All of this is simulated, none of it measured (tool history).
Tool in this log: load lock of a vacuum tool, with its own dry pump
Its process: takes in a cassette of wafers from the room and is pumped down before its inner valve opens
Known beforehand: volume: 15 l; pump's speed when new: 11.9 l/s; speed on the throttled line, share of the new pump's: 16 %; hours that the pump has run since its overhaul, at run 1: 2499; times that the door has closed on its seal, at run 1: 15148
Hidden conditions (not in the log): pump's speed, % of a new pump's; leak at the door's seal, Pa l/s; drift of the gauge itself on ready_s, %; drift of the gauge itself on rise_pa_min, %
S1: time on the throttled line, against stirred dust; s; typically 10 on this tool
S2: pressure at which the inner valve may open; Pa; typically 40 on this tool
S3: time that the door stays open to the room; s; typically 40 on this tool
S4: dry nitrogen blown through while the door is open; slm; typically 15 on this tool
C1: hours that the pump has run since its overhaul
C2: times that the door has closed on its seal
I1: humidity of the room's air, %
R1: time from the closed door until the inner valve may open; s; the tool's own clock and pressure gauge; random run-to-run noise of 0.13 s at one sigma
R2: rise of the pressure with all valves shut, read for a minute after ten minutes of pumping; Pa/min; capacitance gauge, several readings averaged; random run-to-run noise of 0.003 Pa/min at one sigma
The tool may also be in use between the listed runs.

| run | hour | S1 | S2 | S3 | S4 | C1 | C2 | I1 | R1 | R2 |
|---|---|---|---|---|---|---|---|---|---|---|
| 1 | 0 | 10 | 40 | 40 | 15 | 2499 | 15148 | 46.6 | 18.5 | 0.176 |
| 2 | 86.6 | 10 | 40 | 40 | 22 | 2586 | 15367 | 45 | 18.4 | 0.173 |
| 3 | 215 | 10 | 40 | 40 | 22 | 2714 | 15690 | 46 | 18.4 | 0.174 |
| 4 | 312 | 10 | 40 | 40 | 22 | 2811 | 15935 | 41 | 18.6 | 0.18 |
| 5 | 446.6 | 10 | 40 | 40 | 15 | 2946 | 16274 | 44.4 | 18.6 | 0.185 |
| 6 | 598.7 | 10 | 40 | 40 | 38 | 3098 | 16658 | 45.1 | 18.6 | 0.186 |
| 7 | 721.6 | 10 | 40 | 40 | 15 | 3221 | 16968 | 44.6 | 18.7 | 0.2 |
| 8 | 851.7 | 10 | 40 | 40 | 15 | 3351 | 17296 | 45.6 | 18.8 | 0.205 |
| 9 | 1023.2 | 10 | 40 | 33 | 15 | 3523 | 17728 | 44.4 | 18.5 | 0.213 |
| 10 | 1134.5 | 10 | 40 | 33 | 15 | 3634 | 18008 | 44.2 | 18.5 | 0.212 |
| 11 | 1311.4 | 18 | 40 | 40 | 15 | 3811 | 18455 | 43.8 | 25.3 | 0.225 |
| 12 | 1500.1 | 18 | 40 | 40 | 15 | 3999 | 18930 | 45 | 25.3 | 0.242 |
| 13 | 1675.5 | 18 | 40 | 40 | 15 | 4175 | 19372 | 47.1 | 25.4 | 0.246 |
| 14 | 1818.8 | 18 | 40 | 40 | 15 | 4318 | 19734 | 45.9 | 25.3 | 0.249 |
| 15 | 2011.6 | 7 | 50 | 40 | 31 | 4511 | 20220 | 46.3 | 16.1 | 0.257 |
| 16 | 2100.2 | 6 | 50 | 40 | 31 | 4600 | 20443 | 47.4 | 15 | 0.262 |
| 17 | 2215.4 | 11 | 50 | 40 | 13 | 4715 | 20733 | 44.4 | 19.4 | 0.279 |
| 18 | 2430.7 | 11 | 50 | 40 | 13 | 4930 | 21276 | 46 | 19.1 | 0.29 |
| 19 | 2546.9 | 11 | 50 | 40 | 13 | 5046 | 21569 | 44.4 | 19.1 | 0.291 |
| 20 | 2679.1 | 14 | 40 | 198 | 33 | 5179 | 21903 | 43.2 | 22 | 0.293 |
| 21 | 2823.5 | 10 | 35 | 40 | 20 | 5323 | 22266 | 47.4 | 18.7 | 0.306 |
|  | 2889.6 | door's seal changed, seat wiped |
| 22 | 2987.4 | 10 | 31 | 93 | 37 | 5485 | 247 | 46.2 | 19.1 | 0.011 |
| 23 | 3076.4 | 10 | 31 | 93 | 37 | 5574 | 471 | 43.4 | 19.2 | 0.014 |
| 24 | 3177.8 | 10 | 31 | 93 | 37 | 5676 | 727 | 45.9 | 19.1 | 0.013 |
| 25 | 3305.9 | 10 | 31 | 93 | 37 | 5804 | 1050 | 44 | 19.1 | 0.02 |
| 26 | 3512.7 | 16 | 60 | 93 | 37 | 6011 | 1571 | 43.3 | 23.1 | 0.018 |

Across each entry between runs, compare the hidden state at the last listed run before it with the hidden state at the first listed run after it:
From run 21 to run 22: door's seal changed, seat wiped (hour 2889.6)
  pump's speed, % of a new pump's: 95.3 -> 95.2; leak at the door's seal, Pa l/s: 0.0741 -> 0.0019
  measured minus no-state result, R1: +0.5 -> +0.5 s; R2: +0.286 -> -0.001 Pa/min
